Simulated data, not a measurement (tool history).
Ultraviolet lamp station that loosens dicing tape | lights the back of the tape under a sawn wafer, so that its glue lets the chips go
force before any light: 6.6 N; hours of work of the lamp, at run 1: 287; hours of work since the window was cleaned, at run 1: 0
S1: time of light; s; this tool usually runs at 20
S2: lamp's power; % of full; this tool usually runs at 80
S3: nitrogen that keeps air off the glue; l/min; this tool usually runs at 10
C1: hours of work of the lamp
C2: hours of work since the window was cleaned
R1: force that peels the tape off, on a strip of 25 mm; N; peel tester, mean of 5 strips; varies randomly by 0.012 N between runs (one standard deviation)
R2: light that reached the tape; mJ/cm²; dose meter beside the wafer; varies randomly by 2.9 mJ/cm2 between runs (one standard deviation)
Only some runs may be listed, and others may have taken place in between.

Run 1, day 0: usual settings; C1 287; C2 0. Result: R1 0.63 N, R2 404 mJ/cm².
Run 2, day 2.717: usual settings but S2 76 % of full; C1 329; C2 42. Result: R1 0.66 N, R2 374 mJ/cm².
Run 3, day 4.621: usual settings; C1 358; C2 71. Result: R1 0.659 N, R2 391 mJ/cm².
Run 4, day 6.071: usual settings; C1 381; C2 93. Result: R1 0.672 N, R2 385 mJ/cm².
Run 5, day 8.833: usual settings but S1 16 s; C1 423; C2 136. Result: R1 1.023 N, R2 307 mJ/cm².
Run 6, day 10.688: usual settings but S1 16 s; C1 452; C2 165. Result: R1 1.035 N, R2 300 mJ/cm².
Run 7, day 12.583: usual settings but S1 16 s; C1 481; C2 194. Result: R1 1.072 N, R2 302 mJ/cm².
Run 8, day 15.629: usual settings; C1 528; C2 241. Result: R1 0.725 N, R2 362 mJ/cm².
Run 9, day 18.662: usual settings; C1 575; C2 287. Result: R1 0.759 N, R2 353 mJ/cm².
Run 10, day 21.417: usual settings but S1 18 s; C1 617; C2 330. Result: R1 0.984 N, R2 314 mJ/cm².
Run 11, day 22.95: usual settings; C1 641; C2 353. Result: R1 0.82 N, R2 343 mJ/cm².
Run 12, day 25.617: usual settings; C1 682; C2 394. Result: R1 0.828 N, R2 334 mJ/cm².
Run 13, day 27.225: usual settings but S1 11 s; C1 707; C2 419. Result: R1 2.075 N, R2 184 mJ/cm².
Run 14, day 28.875: usual settings; C1 732; C2 445. Result: R1 0.86 N, R2 330 mJ/cm².
Run 15, day 31.562: usual settings; C1 773; C2 486. Result: R1 0.927 N, R2 326 mJ/cm².
Run 16, day 34.554: usual settings; C1 819; C2 532. Result: R1 0.972 N, R2 314 mJ/cm².
Run 17, day 37.458: usual settings; C1 864; C2 577. Result: R1 1.024 N, R2 310 mJ/cm².
Run 18, day 39.046: usual settings; C1 889; C2 601. Result: R1 1.021 N, R2 306 mJ/cm².
At day 40.162: window cleaned of glue's vapour.
Run 19, day 40.879: usual settings but S3 7 l/min; C1 916; C2 11. Result: R1 1.402 N, R2 293 mJ/cm².
Run 20, day 43.675: usual settings but S3 7 l/min; C1 960; C2 54. Result: R1 1.431 N, R2 287 mJ/cm².
Run 21, day 45.021: usual settings but S3 7 l/min; C1 980; C2 75. Result: R1 1.436 N, R2 283 mJ/cm².
Run 22, day 46.942: usual settings but S3 7 l/min; C1 1010; C2 104. Result: R1 1.472 N, R2 278 mJ/cm².
At day 49.15: window cleaned of glue's vapour, once more.
Run 23, day 49.612: usual settings but S3 7 l/min; C1 1051; C2 7. Result: R1 1.14 N, R2 333 mJ/cm².

What does the tool deliver on the next run?
Run 24, day 51.912: usual settings but S3 7 l/min; C1 1086; C2 43. Result: R1 ?, R2 ?.

R1: 1.153 N
R2: 328 mJ/cm²
Without the tool's hidden state the same run would have given R1 0.721 N, R2 430 mJ/cm².
